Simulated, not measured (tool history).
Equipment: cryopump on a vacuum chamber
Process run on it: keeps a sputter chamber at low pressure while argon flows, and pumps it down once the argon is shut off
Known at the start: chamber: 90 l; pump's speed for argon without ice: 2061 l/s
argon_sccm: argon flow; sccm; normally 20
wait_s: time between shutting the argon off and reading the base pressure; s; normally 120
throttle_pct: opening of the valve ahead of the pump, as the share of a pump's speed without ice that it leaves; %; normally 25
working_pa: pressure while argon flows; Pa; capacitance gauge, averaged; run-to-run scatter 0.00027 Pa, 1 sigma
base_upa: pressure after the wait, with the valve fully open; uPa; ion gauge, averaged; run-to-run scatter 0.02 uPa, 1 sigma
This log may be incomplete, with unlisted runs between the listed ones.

run 1 hour=0 | argon_sccm=20 wait_s=120 throttle_pct=25 | working_pa=0.067 base_upa=0.53
run 2 hour=57.2 | argon_sccm=20 wait_s=120 throttle_pct=25 | working_pa=0.0674 base_upa=0.6
run 3 hour=122.3 | argon_sccm=20 wait_s=27 throttle_pct=25 | working_pa=0.0673 base_upa=1.11
run 4 hour=228.3 | argon_sccm=20 wait_s=120 throttle_pct=25 | working_pa=0.0679 base_upa=0.67
run 5 hour=283 | argon_sccm=20 wait_s=120 throttle_pct=25 | working_pa=0.068 base_upa=0.76
run 6 hour=386.1 | argon_sccm=20 wait_s=120 throttle_pct=25 | working_pa=0.0684 base_upa=0.77
run 7 hour=465 | argon_sccm=20 wait_s=106 throttle_pct=25 | working_pa=0.0687 base_upa=0.92
run 8 hour=561.8 | argon_sccm=36 wait_s=120 throttle_pct=25 | working_pa=0.1244 base_upa=0.88
-- hour=605.5 pump warmed up, emptied and cooled again
run 9 hour=694.1 | argon_sccm=36 wait_s=120 throttle_pct=25 | working_pa=0.1188 base_upa=0.87
run 10 hour=779.1 | argon_sccm=36 wait_s=120 throttle_pct=25 | working_pa=0.1198 base_upa=0.91
run 11 hour=900.3 | argon_sccm=20 wait_s=120 throttle_pct=16 | working_pa=0.1037 base_upa=1.03
run 12 hour=987.3 | argon_sccm=32 wait_s=120 throttle_pct=25 | working_pa=0.1068 base_upa=1.08
run 13 hour=1074.5 | argon_sccm=32 wait_s=120 throttle_pct=25 | working_pa=0.1077 base_upa=1.14
run 14 hour=1141.9 | argon_sccm=9 wait_s=120 throttle_pct=25 | working_pa=0.0302 base_upa=1.18
run 15 hour=1272 | argon_sccm=9 wait_s=120 throttle_pct=25 | working_pa=0.0306 base_upa=1.27
run 16 hour=1385.3 | argon_sccm=22 wait_s=120 throttle_pct=25 | working_pa=0.0753 base_upa=1.32
run 17 hour=1482.9 | argon_sccm=22 wait_s=120 throttle_pct=25 | working_pa=0.0754 base_upa=1.47
run 18 hour=1604.6 | argon_sccm=22 wait_s=120 throttle_pct=25 | working_pa=0.0761 base_upa=1.54
-- hour=1619 pump warmed up, emptied and cooled again
run 19 hour=1723.4 | argon_sccm=27 wait_s=41 throttle_pct=17 | working_pa=0.1312 base_upa=1.68
run 20 hour=1806.4 | argon_sccm=23 wait_s=138 throttle_pct=23 | working_pa=0.0833 base_upa=1.47
run 21 hour=1886.3 | argon_sccm=23 wait_s=288 throttle_pct=52 | working_pa=0.0371 base_upa=1.45
run 22 hour=1995.3 | argon_sccm=30 wait_s=192 throttle_pct=16 | working_pa=0.1561 base_upa=1.56
run 23 hour=2111.8 | argon_sccm=30 wait_s=192 throttle_pct=16 | working_pa=0.1571 base_upa=1.65
run 24 hour=2211.1 | argon_sccm=11 wait_s=120 throttle_pct=60 | working_pa=0.0164 base_upa=1.83

Run 25 has not been measured yet. What should we expect?
run 25 hour=2309.1 | argon_sccm=17 wait_s=53 throttle_pct=37 | working_pa=? base_upa=?

{"run 25": {"working_pa": 0.0399, "base_upa": 1.95}}
On a tool with no hidden condition, and with the same random variation, this run would have come out at working_pa 0.0377 Pa, base_upa 0.38 uPa.
